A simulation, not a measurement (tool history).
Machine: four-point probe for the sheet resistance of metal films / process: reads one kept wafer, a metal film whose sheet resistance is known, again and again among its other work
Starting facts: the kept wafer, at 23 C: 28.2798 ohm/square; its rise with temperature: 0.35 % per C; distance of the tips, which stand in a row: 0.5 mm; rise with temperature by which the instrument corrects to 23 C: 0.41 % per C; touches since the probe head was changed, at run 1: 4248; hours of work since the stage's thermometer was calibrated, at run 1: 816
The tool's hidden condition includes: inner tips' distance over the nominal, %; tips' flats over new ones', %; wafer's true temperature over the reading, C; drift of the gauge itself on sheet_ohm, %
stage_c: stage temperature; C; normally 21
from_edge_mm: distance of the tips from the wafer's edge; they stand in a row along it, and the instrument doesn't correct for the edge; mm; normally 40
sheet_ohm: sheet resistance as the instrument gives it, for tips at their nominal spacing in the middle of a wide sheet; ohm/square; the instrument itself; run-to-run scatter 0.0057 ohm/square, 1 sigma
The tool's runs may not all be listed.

| run | day | stage_c | from_edge_mm | touches since the probe head was changed | hours of work since the stage's thermometer was calibrated | sheet_ohm |
|---|---|---|---|---|---|---|
| 1 | 0.000 | 21 | 40 | 4248 | 816 | 28.305847 |
| 2 | 4.796 | 21 | 40 | 7969 | 864 | 28.309130 |
| 3 | 9.167 | 21 | 40 | 11362 | 908 | 28.301559 |
| 4 | 12.379 | 21 | 35 | 13857 | 941 | 28.301139 |
| 5 | 15.700 | 21 | 40 | 16434 | 974 | 28.297418 |
| 6 | 20.588 | 21 | 9 | 20229 | 1023 | 28.325159 |
| 7 | 23.575 | 21 | 9 | 22547 | 1053 | 28.319558 |
| 8 | 27.392 | 21 | 9 | 25510 | 1091 | 28.315592 |
| 9 | 31.404 | 21 | 25 | 28623 | 1131 | 28.268821 |
| 10 | 35.004 | 21 | 25 | 31419 | 1167 | 28.272284 |
| 11 | 40.104 | 21 | 25 | 35377 | 1219 | 28.262853 |
| 12 | 44.875 | 21 | 25 | 39081 | 1266 | 28.252061 |
| 13 | 49.421 | 20 | 40 | 42611 | 1312 | 28.264406 |
| 14 | 52.608 | 20 | 40 | 45083 | 1344 | 28.253926 |
| 15 | 55.912 | 20 | 40 | 47648 | 1377 | 28.254119 |
|  | 58.842 | stage's thermometer calibrated |
| 16 | 59.708 | 24 | 28 | 50580 | 9 | 28.169374 |
| 17 | 65.242 | 24 | 28 | 54875 | 64 | 28.158952 |
| 18 | 68.800 | 24 | 28 | 57635 | 100 | 28.177749 |
| 19 | 71.746 | 24 | 28 | 59923 | 129 | 28.165393 |
| 20 | 77.483 | 24 | 28 | 64377 | 187 | 28.162120 |
| 21 | 80.825 | 21 | 9 | 66969 | 220 | 28.236013 |
| 22 | 85.421 | 27 | 4 | 70536 | 267 | 28.339165 |
| 23 | 89.388 | 31 | 32 | 73616 | 306 | 28.030072 |
| 24 | 92.579 | 25 | 40 | 76095 | 338 | 28.121128 |
| 25 | 97.629 | 29 | 40 | 80015 | 389 | 28.050446 |
| 26 | 101.338 | 20 | 7 | 82891 | 426 | 28.253687 |
| 27 | 106.012 | 21 | 34 | 86521 | 473 | 28.159084 |
| 28 | 109.488 | 21 | 40 | 89219 | 508 | 28.157484 |
| 29 | 114.596 | 21 | 40 | 93184 | 559 | 28.148080 |

Below are 3 alternative next runs, each starting from the tool's condition after run 29. Predict each:
| A | 117.208 | 21 | 45 | 95212 | 585 | ? |
| B | 117.208 | 21 | 46 | 95212 | 585 | ? |
| C | 117.208 | 30 | 11 | 95212 | 585 | ? |

| run | sheet_ohm |
|---|---|
| A | 28.136946 |
| B | 28.133939 |
| C | 28.038431 |
Without the tool's hidden state the same runs would have given:
| run | sheet_ohm |
|---|---|
| A | 28.304651 |
| B | 28.301627 |
| C | 28.205793 |
